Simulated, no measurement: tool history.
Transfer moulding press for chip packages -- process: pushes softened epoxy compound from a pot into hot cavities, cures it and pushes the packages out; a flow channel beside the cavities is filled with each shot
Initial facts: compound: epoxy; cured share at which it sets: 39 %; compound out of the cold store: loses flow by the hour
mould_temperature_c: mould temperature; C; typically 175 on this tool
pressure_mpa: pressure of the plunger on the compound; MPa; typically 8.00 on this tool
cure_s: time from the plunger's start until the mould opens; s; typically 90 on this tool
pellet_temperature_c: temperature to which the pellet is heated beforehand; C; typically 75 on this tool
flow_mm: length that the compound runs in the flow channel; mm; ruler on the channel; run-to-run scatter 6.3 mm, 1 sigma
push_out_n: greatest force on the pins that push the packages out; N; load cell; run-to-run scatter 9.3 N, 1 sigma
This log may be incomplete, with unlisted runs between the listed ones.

| run | hour | mould_temperature_c | pressure_mpa | cure_s | pellet_temperature_c | incoming compound's hours out of the cold store | flow_mm | push_out_n |
|---|---|---|---|---|---|---|---|---|
| 1 | 0.0 | 175 | 8.00 | 90 | 75 | 25.1 | 831 | 481 |
| 2 | 61.0 | 175 | 8.00 | 90 | 75 | 25.8 | 805 | 595 |
|  | 84.1 | cavities cleaned with cleaning compound and waxed |
| 3 | 160.1 | 175 | 8.00 | 90 | 75 | 32.2 | 778 | 597 |
|  | 180.3 | cavities cleaned with cleaning compound and waxed |
|  | 220.2 | plunger's sealing rings changed |
| 4 | 233.5 | 175 | 8.00 | 90 | 75 | 24.9 | 857 | 595 |
|  | 273.1 | cavities cleaned with cleaning compound and waxed |
| 5 | 333.9 | 175 | 8.00 | 90 | 75 | 46.5 | 760 | 572 |
|  | 363.5 | cavities cleaned with cleaning compound and waxed |
| 6 | 418.7 | 175 | 7.36 | 90 | 75 | 31.5 | 763 | 592 |
|  | 454.3 | cavities cleaned with cleaning compound and waxed |
| 7 | 518.9 | 175 | 7.36 | 74 | 75 | 19.0 | 796 | 948 |
|  | 543.2 | mould's thermocouples calibrated |
|  | 550.5 | cavities cleaned with cleaning compound and waxed |
| 8 | 577.8 | 175 | 7.36 | 74 | 75 | 34.7 | 731 | 718 |
|  | 593.2 | plunger's sealing rings changed |
| 9 | 624.6 | 179 | 7.36 | 74 | 75 | 19.3 | 826 | 696 |
|  | 647.4 | cavities cleaned with cleaning compound and waxed |
| 10 | 723.7 | 179 | 7.36 | 74 | 75 | 8.4 | 855 | 712 |
|  | 738.4 | cavities cleaned with cleaning compound and waxed |
| 11 | 795.4 | 175 | 8.00 | 90 | 71 | 38.8 | 781 | 559 |
|  | 833.0 | cavities cleaned with cleaning compound and waxed |
| 12 | 881.8 | 175 | 8.00 | 90 | 71 | 42.7 | 746 | 557 |
|  | 930.3 | cavities cleaned with cleaning compound and waxed |
|  | 959.6 | plunger's sealing rings changed |
| 13 | 969.4 | 175 | 8.00 | 90 | 71 | 41.6 | 785 | 543 |
|  | 1028.7 | cavities cleaned with cleaning compound and waxed |
| 14 | 1035.9 | 173 | 8.00 | 90 | 75 | 29.0 | 843 | 495 |
| 15 | 1103.3 | 171 | 8.00 | 90 | 73 | 20.5 | 853 | 778 |
|  | 1119.2 | cavities cleaned with cleaning compound and waxed |
| 16 | 1198.7 | 171 | 8.00 | 90 | 73 | 43.9 | 776 | 742 |
|  | 1213.7 | cavities cleaned with cleaning compound and waxed |
| 17 | 1243.4 | 171 | 9.27 | 90 | 71 | 44.3 | 819 | 668 |
|  | 1305.3 | cavities cleaned with cleaning compound and waxed |
|  | 1327.7 | plunger's sealing rings changed |
| 18 | 1337.9 | 180 | 6.14 | 85 | 81 | 23.9 | 743 | 470 |

Forecast run 19:
|  | 1400.2 | cavities cleaned with cleaning compound and waxed |
| 19 | 1430.5 | 180 | 7.68 | 78 | 69 | 36.6 | ? | ? |

flow_mm: 768 mm
push_out_n: 542 N
If the tool had no hidden condition, the same run with the same run-to-run variation would have returned flow_mm 778 mm, push_out_n 395 N.
